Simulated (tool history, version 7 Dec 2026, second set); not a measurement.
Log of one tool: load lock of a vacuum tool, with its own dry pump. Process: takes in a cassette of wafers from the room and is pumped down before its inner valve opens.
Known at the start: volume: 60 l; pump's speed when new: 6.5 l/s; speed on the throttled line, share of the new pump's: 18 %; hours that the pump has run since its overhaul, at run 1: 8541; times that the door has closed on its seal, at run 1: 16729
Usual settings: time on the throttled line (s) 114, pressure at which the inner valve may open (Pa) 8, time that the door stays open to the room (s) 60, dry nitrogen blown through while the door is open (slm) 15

run,hour,time on the throttled line (s),pressure at which the inner valve may open (Pa),time that the door stays open to the room (s),dry nitrogen blown through while the door is open (slm),hours that the pump has run since its overhaul,times that the door has closed on its seal,"incoming humidity of the room's air, %",time from the closed door until the inner valve may open (s),rise of the pressure with all valves shut (Pa/min)
1,0.0,114,8,60,15,8541,16729,43.7,189.8,0.049
2,168.3,114,8,60,15,8709,17226,46.2,192.6,0.054
3,249.5,114,8,60,15,8791,17465,47.2,190.3,0.055
4,321.6,114,8,60,15,8863,17678,45.0,191.3,0.060
5,450.8,114,8,60,15,8992,18059,44.8,192.9,0.055
6,549.7,114,8,60,15,9091,18351,47.8,190.4,0.060
7,654.9,114,8,60,15,9196,18661,47.9,190.8,0.058
8,831.3,114,8,60,15,9372,19181,42.7,192.9,0.058
9,909.9,114,8,60,15,9451,19413,49.7,192.6,0.062
10,1054.3,114,8,60,15,9595,19839,47.1,192.7,0.059
11,1189.3,114,8,60,15,9730,20237,44.3,191.5,0.064
12,1325.8,114,8,60,15,9867,20640,46.6,193.4,0.059
13,1462.1,114,8,60,15,10003,21042,45.8,192.2,0.062
14,1593.8,61,8,35,7,10135,21431,45.9,151.6,0.061
15,1683.6,73,13,89,11,10225,21695,42.8,155.0,0.077
16,1828.8,178,8,183,15,10370,22124,49.5,240.9,0.118
17,1985.9,178,8,183,15,10527,22587,44.7,242.6,0.108
18,2072.7,114,8,60,15,10614,22843,44.6,194.8,0.070
19,2144.0,114,6,60,5,10685,23054,47.9,198.2,0.083

Run 20 comes next. What will it give?
20,2300.6,114,6,60,5,10842,23515,42.5,?,?

time from the closed door until the inner valve may open (s): 197.1
rise of the pressure with all valves shut (Pa/min): 0.086
Without the tool's hidden state the same run would have given time from the closed door until the inner valve may open (s) 183.4, rise of the pressure with all valves shut (Pa/min) 0.060.
